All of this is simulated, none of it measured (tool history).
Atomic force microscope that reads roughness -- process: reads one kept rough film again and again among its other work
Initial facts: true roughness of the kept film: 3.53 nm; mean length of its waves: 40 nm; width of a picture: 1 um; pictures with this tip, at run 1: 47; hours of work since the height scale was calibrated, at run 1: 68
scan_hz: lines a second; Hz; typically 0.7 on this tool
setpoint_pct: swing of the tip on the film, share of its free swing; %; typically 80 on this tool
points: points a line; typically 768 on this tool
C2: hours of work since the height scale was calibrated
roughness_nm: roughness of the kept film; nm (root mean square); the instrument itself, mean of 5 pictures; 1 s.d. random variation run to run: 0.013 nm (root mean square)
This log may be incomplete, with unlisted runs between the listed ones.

{"run": 1, "day": 0.0, "scan_hz": 0.7, "setpoint_pct": 80, "points": 768, "pictures with this tip": 47, "C2": 68, "roughness_nm": 2.808}
{"run": 2, "day": 0.383, "scan_hz": 0.7, "setpoint_pct": 80, "points": 768, "pictures with this tip": 56, "C2": 72, "roughness_nm": 2.792}
{"run": 3, "day": 0.767, "scan_hz": 0.7, "setpoint_pct": 80, "points": 768, "pictures with this tip": 64, "C2": 76, "roughness_nm": 2.748}
{"run": 4, "day": 1.092, "scan_hz": 0.7, "setpoint_pct": 80, "points": 768, "pictures with this tip": 72, "C2": 79, "roughness_nm": 2.701}
{"run": 5, "day": 1.454, "scan_hz": 0.7, "setpoint_pct": 80, "points": 768, "pictures with this tip": 80, "C2": 83, "roughness_nm": 2.67}
{"run": 6, "day": 1.658, "scan_hz": 0.7, "setpoint_pct": 80, "points": 768, "pictures with this tip": 85, "C2": 85, "roughness_nm": 2.67}
{"run": 7, "day": 1.996, "scan_hz": 0.7, "setpoint_pct": 80, "points": 768, "pictures with this tip": 92, "C2": 89, "roughness_nm": 2.624}
{"day": 2.171, "done": "new tip fitted"}
{"run": 8, "day": 2.358, "scan_hz": 0.7, "setpoint_pct": 80, "points": 768, "pictures with this tip": 4, "C2": 92, "roughness_nm": 2.984}
{"run": 9, "day": 2.704, "scan_hz": 0.7, "setpoint_pct": 80, "points": 768, "pictures with this tip": 12, "C2": 96, "roughness_nm": 2.923}
{"run": 10, "day": 2.908, "scan_hz": 0.7, "setpoint_pct": 80, "points": 768, "pictures with this tip": 17, "C2": 98, "roughness_nm": 2.907}
{"run": 11, "day": 3.271, "scan_hz": 0.7, "setpoint_pct": 80, "points": 768, "pictures with this tip": 25, "C2": 102, "roughness_nm": 2.885}
{"run": 12, "day": 3.517, "scan_hz": 0.662, "setpoint_pct": 80, "points": 768, "pictures with this tip": 31, "C2": 104, "roughness_nm": 2.878}
{"run": 13, "day": 3.712, "scan_hz": 0.662, "setpoint_pct": 80, "points": 768, "pictures with this tip": 35, "C2": 106, "roughness_nm": 2.854}
{"run": 14, "day": 4.096, "scan_hz": 0.7, "setpoint_pct": 80, "points": 272, "pictures with this tip": 44, "C2": 110, "roughness_nm": 2.802}
{"run": 15, "day": 4.412, "scan_hz": 0.7, "setpoint_pct": 86, "points": 768, "pictures with this tip": 51, "C2": 113, "roughness_nm": 2.71}
{"run": 16, "day": 4.75, "scan_hz": 0.7, "setpoint_pct": 86, "points": 768, "pictures with this tip": 59, "C2": 117, "roughness_nm": 2.698}
{"run": 17, "day": 5.125, "scan_hz": 0.7, "setpoint_pct": 86, "points": 768, "pictures with this tip": 67, "C2": 121, "roughness_nm": 2.655}
{"run": 18, "day": 5.454, "scan_hz": 0.7, "setpoint_pct": 86, "points": 768, "pictures with this tip": 75, "C2": 124, "roughness_nm": 2.64}
{"run": 19, "day": 5.842, "scan_hz": 0.7, "setpoint_pct": 80, "points": 768, "pictures with this tip": 84, "C2": 128, "roughness_nm": 2.66}
{"run": 20, "day": 6.096, "scan_hz": 0.7, "setpoint_pct": 80, "points": 768, "pictures with this tip": 90, "C2": 131, "roughness_nm": 2.652}
{"run": 21, "day": 6.35, "scan_hz": 0.7, "setpoint_pct": 80, "points": 768, "pictures with this tip": 95, "C2": 133, "roughness_nm": 2.635}
{"day": 6.4, "done": "new tip fitted"}
{"run": 22, "day": 6.642, "scan_hz": 0.7, "setpoint_pct": 80, "points": 768, "pictures with this tip": 6, "C2": 136, "roughness_nm": 2.964}
{"run": 23, "day": 6.9, "scan_hz": 0.7, "setpoint_pct": 80, "points": 768, "pictures with this tip": 12, "C2": 139, "roughness_nm": 2.933}
{"run": 24, "day": 7.271, "scan_hz": 0.7, "setpoint_pct": 80, "points": 768, "pictures with this tip": 20, "C2": 143, "roughness_nm": 2.91}
{"run": 25, "day": 7.442, "scan_hz": 0.7, "setpoint_pct": 80, "points": 768, "pictures with this tip": 24, "C2": 145, "roughness_nm": 2.892}
{"run": 26, "day": 7.75, "scan_hz": 0.7, "setpoint_pct": 80, "points": 543, "pictures with this tip": 31, "C2": 148, "roughness_nm": 2.859}
{"run": 27, "day": 8.129, "scan_hz": 3.995, "setpoint_pct": 80, "points": 543, "pictures with this tip": 40, "C2": 152, "roughness_nm": 2.116}
{"run": 28, "day": 8.504, "scan_hz": 3.995, "setpoint_pct": 80, "points": 543, "pictures with this tip": 48, "C2": 156, "roughness_nm": 2.078}
{"run": 29, "day": 8.896, "scan_hz": 0.932, "setpoint_pct": 80, "points": 773, "pictures with this tip": 57, "C2": 160, "roughness_nm": 2.696}
{"run": 30, "day": 9.304, "scan_hz": 0.932, "setpoint_pct": 80, "points": 773, "pictures with this tip": 66, "C2": 164, "roughness_nm": 2.666}
{"run": 31, "day": 9.579, "scan_hz": 0.932, "setpoint_pct": 80, "points": 773, "pictures with this tip": 73, "C2": 167, "roughness_nm": 2.636}
{"run": 32, "day": 9.788, "scan_hz": 1.468, "setpoint_pct": 65, "points": 698, "pictures with this tip": 77, "C2": 169, "roughness_nm": 2.712}
{"run": 33, "day": 9.962, "scan_hz": 0.941, "setpoint_pct": 67, "points": 346, "pictures with this tip": 81, "C2": 171, "roughness_nm": 2.745}
{"run": 34, "day": 10.262, "scan_hz": 0.941, "setpoint_pct": 67, "points": 346, "pictures with this tip": 88, "C2": 174, "roughness_nm": 2.743}
{"day": 10.6, "done": "new tip fitted"}
{"run": 35, "day": 10.621, "scan_hz": 0.514, "setpoint_pct": 73, "points": 354, "pictures with this tip": 0, "C2": 177, "roughness_nm": 3.078}
{"run": 36, "day": 10.921, "scan_hz": 0.908, "setpoint_pct": 75, "points": 944, "pictures with this tip": 7, "C2": 180, "roughness_nm": 2.977}
{"run": 37, "day": 11.288, "scan_hz": 0.853, "setpoint_pct": 75, "points": 355, "pictures with this tip": 15, "C2": 184, "roughness_nm": 2.933}
{"run": 38, "day": 11.558, "scan_hz": 0.648, "setpoint_pct": 79, "points": 701, "pictures with this tip": 21, "C2": 187, "roughness_nm": 2.917}
{"run": 39, "day": 11.8, "scan_hz": 1.196, "setpoint_pct": 69, "points": 261, "pictures with this tip": 27, "C2": 190, "roughness_nm": 2.855}
{"run": 40, "day": 12.171, "scan_hz": 0.695, "setpoint_pct": 63, "points": 261, "pictures with this tip": 35, "C2": 193, "roughness_nm": 2.94}
{"run": 41, "day": 12.512, "scan_hz": 0.7, "setpoint_pct": 56, "points": 481, "pictures with this tip": 43, "C2": 197, "roughness_nm": 2.969}
{"run": 42, "day": 12.733, "scan_hz": 1.242, "setpoint_pct": 80, "points": 796, "pictures with this tip": 48, "C2": 199, "roughness_nm": 2.643}
{"run": 43, "day": 13.071, "scan_hz": 0.7, "setpoint_pct": 80, "points": 505, "pictures with this tip": 56, "C2": 203, "roughness_nm": 2.764}
{"run": 44, "day": 13.238, "scan_hz": 0.7, "setpoint_pct": 86, "points": 567, "pictures with this tip": 60, "C2": 205, "roughness_nm": 2.673}
{"run": 45, "day": 13.462, "scan_hz": 1.094, "setpoint_pct": 80, "points": 768, "pictures with this tip": 65, "C2": 207, "roughness_nm": 2.63}
{"run": 46, "day": 13.708, "scan_hz": 0.765, "setpoint_pct": 80, "points": 784, "pictures with this tip": 70, "C2": 209, "roughness_nm": 2.706}
{"run": 47, "day": 14.092, "scan_hz": 3.743, "setpoint_pct": 70, "points": 784, "pictures with this tip": 79, "C2": 213, "roughness_nm": 2.315}
{"run": 48, "day": 14.375, "scan_hz": 3.67, "setpoint_pct": 60, "points": 498, "pictures with this tip": 86, "C2": 216, "roughness_nm": 2.53}
{"run": 49, "day": 14.779, "scan_hz": 1.237, "setpoint_pct": 60, "points": 408, "pictures with this tip": 95, "C2": 221, "roughness_nm": 2.705}
{"day": 14.833, "done": "new tip fitted"}
{"run": 50, "day": 15.083, "scan_hz": 1.419, "setpoint_pct": 60, "points": 875, "pictures with this tip": 5, "C2": 223, "roughness_nm": 3.05}
{"run": 51, "day": 15.375, "scan_hz": 0.825, "setpoint_pct": 69, "points": 768, "pictures with this tip": 12, "C2": 226, "roughness_nm": 2.991}
{"run": 52, "day": 15.704, "scan_hz": 1.822, "setpoint_pct": 69, "points": 645, "pictures with this tip": 20, "C2": 230, "roughness_nm": 2.8}
{"run": 53, "day": 16.067, "scan_hz": 0.577, "setpoint_pct": 87, "points": 257, "pictures with this tip": 28, "C2": 234, "roughness_nm": 2.82}
{"run": 54, "day": 16.342, "scan_hz": 1.553, "setpoint_pct": 87, "points": 397, "pictures with this tip": 34, "C2": 237, "roughness_nm": 2.454}

What differs in the tool's unlogged condition from the final listed run ahead of each entry between runs to the first listed run following it?
Runs 7 to 8: new tip fitted (day 2.171)
  radius of the tip, nm: 27.1 -> 11.2; height scale over the true one, %: -0.08 -> -0.09
  measured minus no-state result, roughness_nm: -0.362 -> -0.03 nm (root mean square)
Runs 21 to 22: new tip fitted (day 6.4)
  radius of the tip, nm: 27.3 -> 11.6; height scale over the true one, %: -0.12 -> -0.13
  measured minus no-state result, roughness_nm: -0.368 -> -0.041 nm (root mean square)
Runs 34 to 35: new tip fitted (day 10.6)
  radius of the tip, nm: 26 -> 10.8
  measured minus no-state result, roughness_nm: -0.355 -> -0.025 nm (root mean square)
Runs 49 to 50: new tip fitted (day 14.833)
  radius of the tip, nm: 27.4 -> 11.3; height scale over the true one, %: -0.2 -> -0.21
  measured minus no-state result, roughness_nm: -0.383 -> -0.038 nm (root mean square)
